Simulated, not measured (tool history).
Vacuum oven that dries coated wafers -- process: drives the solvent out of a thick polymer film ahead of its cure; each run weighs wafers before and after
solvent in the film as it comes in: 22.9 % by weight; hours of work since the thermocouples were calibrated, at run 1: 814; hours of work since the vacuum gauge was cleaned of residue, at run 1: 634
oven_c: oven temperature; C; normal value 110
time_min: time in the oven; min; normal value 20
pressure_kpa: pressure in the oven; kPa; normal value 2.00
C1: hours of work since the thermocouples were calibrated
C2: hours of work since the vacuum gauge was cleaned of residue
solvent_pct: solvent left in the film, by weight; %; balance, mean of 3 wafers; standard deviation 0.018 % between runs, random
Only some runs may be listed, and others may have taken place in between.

{"run": 1, "hour": 0.0, "oven_c": 110, "time_min": 20, "pressure_kpa": 2.0, "C1": 814, "C2": 634, "solvent_pct": 1.29}
{"run": 2, "hour": 57.4, "oven_c": 110, "time_min": 20, "pressure_kpa": 2.0, "C1": 851, "C2": 670, "solvent_pct": 1.28}
{"run": 3, "hour": 112.7, "oven_c": 110, "time_min": 28, "pressure_kpa": 2.0, "C1": 885, "C2": 705, "solvent_pct": 0.89}
{"run": 4, "hour": 157.9, "oven_c": 110, "time_min": 28, "pressure_kpa": 2.0, "C1": 914, "C2": 733, "solvent_pct": 0.87}
{"run": 5, "hour": 190.4, "oven_c": 102, "time_min": 20, "pressure_kpa": 2.0, "C1": 934, "C2": 754, "solvent_pct": 3.04}
{"run": 6, "hour": 248.4, "oven_c": 110, "time_min": 20, "pressure_kpa": 2.21, "C1": 971, "C2": 790, "solvent_pct": 1.39}
{"run": 7, "hour": 280.5, "oven_c": 110, "time_min": 20, "pressure_kpa": 2.0, "C1": 991, "C2": 811, "solvent_pct": 1.28}
{"run": 8, "hour": 322.5, "oven_c": 110, "time_min": 20, "pressure_kpa": 2.0, "C1": 1018, "C2": 837, "solvent_pct": 1.26}
{"run": 9, "hour": 384.8, "oven_c": 123, "time_min": 20, "pressure_kpa": 2.0, "C1": 1057, "C2": 876, "solvent_pct": 0.51}
{"run": 10, "hour": 458.5, "oven_c": 110, "time_min": 20, "pressure_kpa": 3.41, "C1": 1103, "C2": 923, "solvent_pct": 1.72}
{"run": 11, "hour": 526.2, "oven_c": 110, "time_min": 20, "pressure_kpa": 3.41, "C1": 1146, "C2": 966, "solvent_pct": 1.76}
{"run": 12, "hour": 559.5, "oven_c": 110, "time_min": 20, "pressure_kpa": 3.41, "C1": 1167, "C2": 987, "solvent_pct": 1.74}
{"run": 13, "hour": 629.3, "oven_c": 110, "time_min": 15, "pressure_kpa": 1.54, "C1": 1211, "C2": 1031, "solvent_pct": 1.82}
{"run": 14, "hour": 665.6, "oven_c": 112, "time_min": 16, "pressure_kpa": 7.67, "C1": 1234, "C2": 1053, "solvent_pct": 3.14}
{"run": 15, "hour": 710.7, "oven_c": 101, "time_min": 20, "pressure_kpa": 4.54, "C1": 1262, "C2": 1082, "solvent_pct": 4.27}
{"run": 16, "hour": 776.1, "oven_c": 102, "time_min": 32, "pressure_kpa": 4.3, "C1": 1304, "C2": 1123, "solvent_pct": 2.54}
{"run": 17, "hour": 825.7, "oven_c": 102, "time_min": 32, "pressure_kpa": 4.3, "C1": 1335, "C2": 1154, "solvent_pct": 2.51}
{"run": 18, "hour": 874.6, "oven_c": 110, "time_min": 10, "pressure_kpa": 2.0, "C1": 1366, "C2": 1185, "solvent_pct": 3.64}
{"run": 19, "hour": 941.9, "oven_c": 120, "time_min": 23, "pressure_kpa": 4.06, "C1": 1408, "C2": 1228, "solvent_pct": 1.06}
{"run": 20, "hour": 1004.5, "oven_c": 114, "time_min": 15, "pressure_kpa": 2.0, "C1": 1448, "C2": 1267, "solvent_pct": 1.24}
{"run": 21, "hour": 1074.0, "oven_c": 104, "time_min": 15, "pressure_kpa": 1.03, "C1": 1491, "C2": 1311, "solvent_pct": 3.18}

Branching from run 21: 3 alternative next runs. What would each branch give?
{"run": "A", "hour": 1139.8, "oven_c": 104, "time_min": 36, "pressure_kpa": 3.22, "C1": 1533, "C2": 1352, "solvent_pct": "?"}
{"run": "B", "hour": 1139.8, "oven_c": 118, "time_min": 15, "pressure_kpa": 6.3, "C1": 1533, "C2": 1352, "solvent_pct": "?"}
{"run": "C", "hour": 1139.8, "oven_c": 108, "time_min": 22, "pressure_kpa": 2.28, "C1": 1533, "C2": 1352, "solvent_pct": "?"}

run=A solvent_pct=1.59
run=B solvent_pct=1.94
run=C solvent_pct=1.44
Without the tool's hidden state the same runs would have given:
run=A solvent_pct=1.67
run=B solvent_pct=2.10
run=C solvent_pct=1.64
